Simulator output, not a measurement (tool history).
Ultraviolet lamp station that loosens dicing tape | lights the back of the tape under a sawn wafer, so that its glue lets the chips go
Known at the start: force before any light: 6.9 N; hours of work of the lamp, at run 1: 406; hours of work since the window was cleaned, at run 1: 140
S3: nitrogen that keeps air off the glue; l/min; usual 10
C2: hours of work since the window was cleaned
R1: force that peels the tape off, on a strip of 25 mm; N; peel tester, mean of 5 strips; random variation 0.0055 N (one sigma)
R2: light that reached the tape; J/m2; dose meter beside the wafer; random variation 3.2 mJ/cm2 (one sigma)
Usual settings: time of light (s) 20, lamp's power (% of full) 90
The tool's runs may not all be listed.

{"run": 1, "day": 0.0, "time of light (s)": 20, "lamp's power (% of full)": 90, "S3": 10, "hours of work of the lamp": 406, "C2": 140, "R1": 0.138, "R2": 4430}
{"run": 2, "day": 1.954, "time of light (s)": 33, "lamp's power (% of full)": 90, "S3": 10, "hours of work of the lamp": 432, "C2": 166, "R1": 0.073, "R2": 7130}
{"run": 3, "day": 4.108, "time of light (s)": 33, "lamp's power (% of full)": 90, "S3": 10, "hours of work of the lamp": 460, "C2": 193, "R1": 0.069, "R2": 7050}
{"run": 4, "day": 5.742, "time of light (s)": 38, "lamp's power (% of full)": 90, "S3": 10, "hours of work of the lamp": 481, "C2": 214, "R1": 0.068, "R2": 8040}
{"run": 5, "day": 7.088, "time of light (s)": 38, "lamp's power (% of full)": 90, "S3": 10, "hours of work of the lamp": 498, "C2": 232, "R1": 0.074, "R2": 8020}
{"run": 6, "day": 9.4, "time of light (s)": 38, "lamp's power (% of full)": 90, "S3": 10, "hours of work of the lamp": 528, "C2": 262, "R1": 0.061, "R2": 7930}
{"run": 7, "day": 11.85, "time of light (s)": 38, "lamp's power (% of full)": 90, "S3": 10, "hours of work of the lamp": 559, "C2": 293, "R1": 0.072, "R2": 7740}
{"run": 8, "day": 14.171, "time of light (s)": 38, "lamp's power (% of full)": 90, "S3": 10, "hours of work of the lamp": 589, "C2": 323, "R1": 0.065, "R2": 7730}
{"run": 9, "day": 15.846, "time of light (s)": 20, "lamp's power (% of full)": 67, "S3": 10, "hours of work of the lamp": 611, "C2": 345, "R1": 0.389, "R2": 2980}
{"run": 10, "day": 17.992, "time of light (s)": 20, "lamp's power (% of full)": 67, "S3": 10, "hours of work of the lamp": 639, "C2": 373, "R1": 0.393, "R2": 3000}
{"run": 11, "day": 19.275, "time of light (s)": 20, "lamp's power (% of full)": 67, "S3": 10, "hours of work of the lamp": 655, "C2": 389, "R1": 0.401, "R2": 2910}
{"day": 19.475, "done": "window cleaned of glue's vapour"}
{"run": 12, "day": 21.683, "time of light (s)": 20, "lamp's power (% of full)": 67, "S3": 10, "hours of work of the lamp": 686, "C2": 29, "R1": 0.43, "R2": 2830}
{"run": 13, "day": 24.05, "time of light (s)": 26, "lamp's power (% of full)": 67, "S3": 10, "hours of work of the lamp": 717, "C2": 59, "R1": 0.235, "R2": 3630}
{"run": 14, "day": 25.454, "time of light (s)": 26, "lamp's power (% of full)": 67, "S3": 10, "hours of work of the lamp": 735, "C2": 77, "R1": 0.236, "R2": 3600}
{"run": 15, "day": 27.712, "time of light (s)": 28, "lamp's power (% of full)": 67, "S3": 7, "hours of work of the lamp": 764, "C2": 106, "R1": 0.294, "R2": 3800}
{"run": 16, "day": 28.933, "time of light (s)": 28, "lamp's power (% of full)": 67, "S3": 7, "hours of work of the lamp": 780, "C2": 122, "R1": 0.292, "R2": 3770}
{"run": 17, "day": 31.092, "time of light (s)": 28, "lamp's power (% of full)": 67, "S3": 7, "hours of work of the lamp": 808, "C2": 150, "R1": 0.286, "R2": 3750}
{"day": 32.071, "done": "window cleaned of glue's vapour, once more"}
{"run": 18, "day": 33.667, "time of light (s)": 28, "lamp's power (% of full)": 67, "S3": 7, "hours of work of the lamp": 841, "C2": 21, "R1": 0.22, "R2": 4200}
{"run": 19, "day": 35.712, "time of light (s)": 28, "lamp's power (% of full)": 67, "S3": 7, "hours of work of the lamp": 867, "C2": 47, "R1": 0.22, "R2": 4130}
{"run": 20, "day": 36.967, "time of light (s)": 20, "lamp's power (% of full)": 64, "S3": 7, "hours of work of the lamp": 883, "C2": 63, "R1": 0.608, "R2": 2810}
{"run": 21, "day": 38.925, "time of light (s)": 18, "lamp's power (% of full)": 90, "S3": 4, "hours of work of the lamp": 908, "C2": 88, "R1": 0.604, "R2": 3550}
{"run": 22, "day": 40.875, "time of light (s)": 23, "lamp's power (% of full)": 90, "S3": 11, "hours of work of the lamp": 934, "C2": 114, "R1": 0.126, "R2": 4430}
{"run": 23, "day": 42.288, "time of light (s)": 12, "lamp's power (% of full)": 90, "S3": 10, "hours of work of the lamp": 952, "C2": 132, "R1": 0.728, "R2": 2290}

Forecast each of these 3 alternatives for the next run:
{"run": "A", "day": 44.688, "time of light (s)": 12, "lamp's power (% of full)": 90, "S3": 3, "hours of work of the lamp": 983, "C2": 163, "R1": "?", "R2": "?"}
{"run": "B", "day": 44.688, "time of light (s)": 20, "lamp's power (% of full)": 88, "S3": 15, "hours of work of the lamp": 983, "C2": 163, "R1": "?", "R2": "?"}
{"run": "C", "day": 44.688, "time of light (s)": 20, "lamp's power (% of full)": 88, "S3": 10, "hours of work of the lamp": 983, "C2": 163, "R1": "?", "R2": "?"}

run=A R1=1.68 R2=2300
run=B R1=0.156 R2=3680
run=C R1=0.201 R2=3710
Without the tool's hidden state the same runs would have given:
run=A R1=1.114 R2=2970
run=B R1=0.091 R2=4770
run=C R1=0.103 R2=4800
